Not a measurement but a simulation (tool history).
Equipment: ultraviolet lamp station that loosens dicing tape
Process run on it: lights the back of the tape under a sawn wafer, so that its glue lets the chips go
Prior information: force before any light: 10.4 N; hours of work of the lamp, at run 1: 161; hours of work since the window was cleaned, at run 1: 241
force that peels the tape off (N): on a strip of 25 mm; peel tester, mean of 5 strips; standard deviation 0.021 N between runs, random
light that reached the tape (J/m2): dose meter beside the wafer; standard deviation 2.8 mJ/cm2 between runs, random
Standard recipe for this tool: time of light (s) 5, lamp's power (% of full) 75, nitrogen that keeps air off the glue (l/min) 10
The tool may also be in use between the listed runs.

run,hour,time of light (s),lamp's power (% of full),nitrogen that keeps air off the glue (l/min),hours of work of the lamp,hours of work since the window was cleaned,force that peels the tape off (N),light that reached the tape (J/m2)
1,0,5,75,10,161,241,0.985,3750
# hour 6.7: window cleaned of glue's vapour
2,54.6,5,75,10,195,30,1.031,3770
3,115.2,5,75,10,233,68,1.018,3790
4,155,5,75,4,258,93,1.726,3750
5,193.7,5,75,10,283,118,0.992,3770
6,269.2,5,75,10,330,165,1.018,3790
7,305.5,2,75,10,353,188,4.045,1500
8,368.6,2,75,10,393,228,3.964,1510
# hour 394.9: window cleaned of glue's vapour
9,425.7,2,75,10,429,19,4.055,1510
10,459.9,5,82,10,450,41,0.786,4130
11,498.9,7,75,10,475,66,0.417,5320
12,551.9,5,75,11,508,99,0.968,3760
13,627.6,3,75,11,556,147,2.353,2280
14,677.7,5,63,8,587,178,1.664,3150
15,726.7,5,63,8,618,209,1.571,3180
# hour 785.4: window cleaned of glue's vapour
16,791.4,5,63,8,659,4,1.652,3150
17,831.3,5,63,8,684,29,1.598,3170
18,864.3,6,81,8,705,50,0.598,4870
19,925.1,2,81,17,743,88,3.39,1620
20,996.9,5,67,18,788,133,0.933,3380
21,1034.6,5,67,18,812,157,0.914,3330
22,1078.6,6,75,18,840,185,0.447,4520

Branching from run 22: 3 alternative next runs. What would each branch give?
A,1121.1,5,75,10,867,212,?,?
B,1121.1,5,85,10,867,212,?,?
C,1121.1,6,75,12,867,212,?,?

run,force that peels the tape off (N),light that reached the tape (J/m2)
A,0.989,3820
B,0.759,4260
C,0.573,4560
With the hidden condition removed and each run's random variation left untouched, the same runs would have given:
run,force that peels the tape off (N),light that reached the tape (J/m2)
A,0.986,3830
B,0.756,4260
C,0.571,4570
